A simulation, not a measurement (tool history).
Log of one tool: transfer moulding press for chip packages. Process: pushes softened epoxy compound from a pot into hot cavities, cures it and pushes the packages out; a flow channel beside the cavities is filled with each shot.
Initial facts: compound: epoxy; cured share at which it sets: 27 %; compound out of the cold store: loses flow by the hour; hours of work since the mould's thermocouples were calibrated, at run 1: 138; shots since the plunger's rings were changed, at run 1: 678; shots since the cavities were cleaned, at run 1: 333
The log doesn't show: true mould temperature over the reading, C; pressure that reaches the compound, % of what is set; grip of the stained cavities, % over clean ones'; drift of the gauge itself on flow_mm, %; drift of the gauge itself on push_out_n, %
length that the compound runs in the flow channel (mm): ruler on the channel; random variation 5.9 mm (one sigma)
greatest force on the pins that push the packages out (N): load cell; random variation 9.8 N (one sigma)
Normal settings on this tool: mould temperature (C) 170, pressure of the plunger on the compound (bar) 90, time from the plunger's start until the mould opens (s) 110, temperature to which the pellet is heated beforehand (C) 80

run,hour,mould temperature (C),pressure of the plunger on the compound (bar),time from the plunger's start until the mould opens (s),temperature to which the pellet is heated beforehand (C),hours of work since the mould's thermocouples were calibrated,shots since the plunger's rings were changed,shots since the cavities were cleaned,incoming compound's hours out of the cold store,length that the compound runs in the flow channel (mm),greatest force on the pins that push the packages out (N)
1,0,170,90,110,80,138,678,333,27.6,828,446
2,11.3,170,90,110,80,145,789,444,17.9,857,454
3,18,170,90,110,82,149,856,511,47.2,793,455
4,29.4,170,90,110,80,156,968,623,20.7,848,442
5,41.2,170,90,99,80,162,1084,739,17.2,856,502
6,49.3,170,90,99,80,167,1165,820,22,857,515
7,57.3,170,90,99,80,172,1244,899,16.7,858,520
# hour 65: cavities cleaned with cleaning compound and waxed
8,70.5,170,90,110,80,179,1359,54,15.3,874,462
9,78.6,170,90,110,80,184,1439,134,15.6,867,453
10,90.6,170,90,110,80,191,1558,253,33.2,832,450
11,100.7,175,90,110,80,197,1658,353,44.6,791,402
12,107.6,169,90,110,80,201,1726,421,47.5,794,469
13,118.2,170,79.7,110,80,207,1830,525,36,764,465
14,128.2,170,79.7,110,80,213,1930,625,19,806,458
15,137.3,173,100.6,129,83,218,2019,714,28.1,880,412
16,148,169,75.2,129,83,225,2125,820,19,780,421
17,153,170,85.1,106,75,228,2175,870,8.8,846,470
# hour 163.7: cavities cleaned with cleaning compound and waxed
18,166.4,170,69,110,80,235,2292,26,15.2,752,446
19,175.5,176,90,110,80,240,2382,116,31.7,822,405
20,186.1,170,90,112,88,246,2487,221,45.4,799,438
21,195,170,90,112,88,251,2574,308,39.2,813,431
22,207,165,91.5,116,85,258,2693,427,27.9,846,506
23,218.1,166,92.9,123,80,265,2802,536,14.7,886,474
24,226.4,166,92.9,123,80,270,2885,619,47.3,810,457
25,236.7,170,108.3,110,80,276,2987,721,14.7,936,450
26,243.5,170,68.5,146,80,280,3054,788,22.3,735,429
27,253.9,168,68.5,119,80,286,3156,890,11.1,756,445
# hour 262.5: cavities cleaned with cleaning compound and waxed
28,267.2,171,90,110,86,293,3273,46,20.5,843,436

Forecast each of these 4 alternatives for the next run:
A,276.2,166,90,110,71,298,3362,135,17.5,?,?
B,276.2,170,68.8,135,80,298,3362,135,28.6,?,?
C,276.2,170,81.9,110,81,298,3362,135,30.5,?,?
D,276.2,170,72.4,140,80,298,3362,135,33,?,?

run,length that the compound runs in the flow channel (mm),greatest force on the pins that push the packages out (N)
A,867,553
B,741,401
C,792,455
D,745,395
With the hidden condition removed and each run's random variation left untouched, the same runs would have given:
run,length that the compound runs in the flow channel (mm),greatest force on the pins that push the packages out (N)
A,868,550
B,741,399
C,792,453
D,746,393

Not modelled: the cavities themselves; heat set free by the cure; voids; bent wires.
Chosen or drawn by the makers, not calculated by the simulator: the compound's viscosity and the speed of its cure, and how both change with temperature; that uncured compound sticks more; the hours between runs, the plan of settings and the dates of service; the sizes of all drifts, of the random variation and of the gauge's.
